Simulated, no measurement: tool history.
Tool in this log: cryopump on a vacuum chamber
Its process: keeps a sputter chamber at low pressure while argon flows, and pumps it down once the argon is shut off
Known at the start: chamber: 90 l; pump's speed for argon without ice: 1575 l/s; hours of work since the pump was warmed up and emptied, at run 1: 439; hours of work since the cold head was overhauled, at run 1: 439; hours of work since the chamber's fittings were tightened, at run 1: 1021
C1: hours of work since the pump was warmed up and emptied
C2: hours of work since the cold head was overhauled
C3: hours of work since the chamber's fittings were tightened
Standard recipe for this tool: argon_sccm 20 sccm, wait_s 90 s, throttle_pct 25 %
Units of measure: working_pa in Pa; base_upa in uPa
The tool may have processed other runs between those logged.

run 1 hour=0.0 | argon_sccm=20 wait_s=90 throttle_pct=25 | C1=439 C2=439 C3=1021 | working_pa=0.0874 base_upa=3.59
-- hour=6.3 leaking fittings of the chamber tightened, without venting
run 2 hour=24.2 | argon_sccm=20 wait_s=90 throttle_pct=25 | C1=456 C2=456 C3=14 | working_pa=0.0881 base_upa=1.11
run 3 hour=59.4 | argon_sccm=34 wait_s=90 throttle_pct=25 | C1=484 C2=484 C3=41 | working_pa=0.1494 base_upa=1.22
run 4 hour=85.0 | argon_sccm=20 wait_s=90 throttle_pct=25 | C1=504 C2=504 C3=61 | working_pa=0.0877 base_upa=1.24
run 5 hour=117.8 | argon_sccm=20 wait_s=90 throttle_pct=25 | C1=529 C2=529 C3=87 | working_pa=0.0879 base_upa=1.27
run 6 hour=159.7 | argon_sccm=20 wait_s=90 throttle_pct=25 | C1=562 C2=562 C3=120 | working_pa=0.0878 base_upa=1.38
run 7 hour=192.7 | argon_sccm=20 wait_s=90 throttle_pct=25 | C1=588 C2=588 C3=145 | working_pa=0.0882 base_upa=1.46
run 8 hour=229.9 | argon_sccm=20 wait_s=90 throttle_pct=25 | C1=617 C2=617 C3=174 | working_pa=0.0882 base_upa=1.45
run 9 hour=257.3 | argon_sccm=20 wait_s=90 throttle_pct=25 | C1=638 C2=638 C3=196 | working_pa=0.0884 base_upa=1.62
run 10 hour=293.1 | argon_sccm=20 wait_s=90 throttle_pct=25 | C1=666 C2=666 C3=223 | working_pa=0.0886 base_upa=1.57
run 11 hour=324.2 | argon_sccm=20 wait_s=90 throttle_pct=25 | C1=690 C2=690 C3=248 | working_pa=0.0883 base_upa=1.69
run 12 hour=343.1 | argon_sccm=24 wait_s=90 throttle_pct=25 | C1=705 C2=705 C3=262 | working_pa=0.1068 base_upa=1.73
run 13 hour=373.3 | argon_sccm=24 wait_s=90 throttle_pct=25 | C1=728 C2=728 C3=286 | working_pa=0.1066 base_upa=1.77
run 14 hour=418.5 | argon_sccm=13 wait_s=90 throttle_pct=25 | C1=763 C2=763 C3=321 | working_pa=0.0574 base_upa=1.83
run 15 hour=463.0 | argon_sccm=13 wait_s=90 throttle_pct=25 | C1=798 C2=798 C3=356 | working_pa=0.0581 base_upa=1.97
run 16 hour=484.3 | argon_sccm=13 wait_s=90 throttle_pct=25 | C1=815 C2=815 C3=372 | working_pa=0.0578 base_upa=1.93
run 17 hour=517.5 | argon_sccm=13 wait_s=90 throttle_pct=25 | C1=841 C2=841 C3=398 | working_pa=0.0580 base_upa=2.15
run 18 hour=552.7 | argon_sccm=13 wait_s=90 throttle_pct=25 | C1=868 C2=868 C3=426 | working_pa=0.0582 base_upa=2.09
run 19 hour=599.4 | argon_sccm=32 wait_s=55 throttle_pct=36 | C1=904 C2=904 C3=462 | working_pa=0.1015 base_upa=2.84
run 20 hour=645.4 | argon_sccm=20 wait_s=108 throttle_pct=25 | C1=940 C2=940 C3=498 | working_pa=0.0896 base_upa=2.16
run 21 hour=666.7 | argon_sccm=15 wait_s=111 throttle_pct=17 | C1=957 C2=957 C3=514 | working_pa=0.0976 base_upa=2.32
run 22 hour=711.1 | argon_sccm=20 wait_s=166 throttle_pct=19 | C1=991 C2=991 C3=549 | working_pa=0.1174 base_upa=2.10
run 23 hour=734.0 | argon_sccm=28 wait_s=90 throttle_pct=31 | C1=1009 C2=1009 C3=567 | working_pa=0.1026 base_upa=2.61
run 24 hour=753.0 | argon_sccm=28 wait_s=90 throttle_pct=31 | C1=1024 C2=1024 C3=582 | working_pa=0.1028 base_upa=2.62
-- hour=765.3 pump warmed up, emptied and cooled again
run 25 hour=793.8 | argon_sccm=9 wait_s=90 throttle_pct=31 | C1=22 C2=1052 C3=610 | working_pa=0.0316 base_upa=2.44
run 26 hour=828.5 | argon_sccm=19 wait_s=61 throttle_pct=25 | C1=49 C2=1079 C3=637 | working_pa=0.0823 base_upa=2.81
run 27 hour=867.6 | argon_sccm=14 wait_s=123 throttle_pct=17 | C1=80 C2=1109 C3=667 | working_pa=0.0891 base_upa=2.28
run 28 hour=902.9 | argon_sccm=14 wait_s=81 throttle_pct=17 | C1=107 C2=1137 C3=694 | working_pa=0.0889 base_upa=2.72
run 29 hour=927.1 | argon_sccm=25 wait_s=81 throttle_pct=28 | C1=126 C2=1156 C3=713 | working_pa=0.0969 base_upa=2.72
run 30 hour=949.4 | argon_sccm=25 wait_s=81 throttle_pct=53 | C1=143 C2=1173 C3=731 | working_pa=0.0518 base_upa=2.82
run 31 hour=992.5 | argon_sccm=25 wait_s=68 throttle_pct=38 | C1=177 C2=1207 C3=764 | working_pa=0.0718 base_upa=2.96
run 32 hour=1022.7 | argon_sccm=25 wait_s=68 throttle_pct=38 | C1=200 C2=1230 C3=788 | working_pa=0.0725 base_upa=3.18
run 33 hour=1050.3 | argon_sccm=20 wait_s=90 throttle_pct=19 | C1=222 C2=1252 C3=809 | working_pa=0.1143 base_upa=2.94
run 34 hour=1079.1 | argon_sccm=22 wait_s=90 throttle_pct=31 | C1=244 C2=1274 C3=832 | working_pa=0.0778 base_upa=2.96

Below, some changes in working_pa between adjacent runs. For each, the amount present without the hidden state too (settings, incoming material, random variation) and the amount remaining for the hidden state with gauge scatter not shared by both compared results:
Hidden state at play: pump's speed, % of a pump's without ice; cold plate's temperature, K; leak into the chamber, uPa l/s; drift of the gauge itself on working_pa, %; drift of the gauge itself on base_upa, %.
Run 2 -> 3: argon_sccm 20 -> 34. working_pa +0.0613 Pa: hidden state +0.0015, all else +0.0598.
Run 3 -> 4: argon_sccm 34 -> 20. working_pa -0.0617 Pa: hidden state -0.0013, all else -0.0604.
Run 18 -> 19: argon_sccm 13 -> 32, wait_s 90 -> 55, throttle_pct 25 -> 36. working_pa +0.0433 Pa: hidden state +0.0038, all else +0.0395.
Run 19 -> 20: argon_sccm 32 -> 20, wait_s 55 -> 108, throttle_pct 36 -> 25. working_pa -0.0119 Pa: hidden state -0.0022, all else -0.0097.
Run 24 -> 25: argon_sccm 28 -> 9, pump warmed up, emptied and cooled again. working_pa -0.0712 Pa: hidden state -0.0060, all else -0.0652.
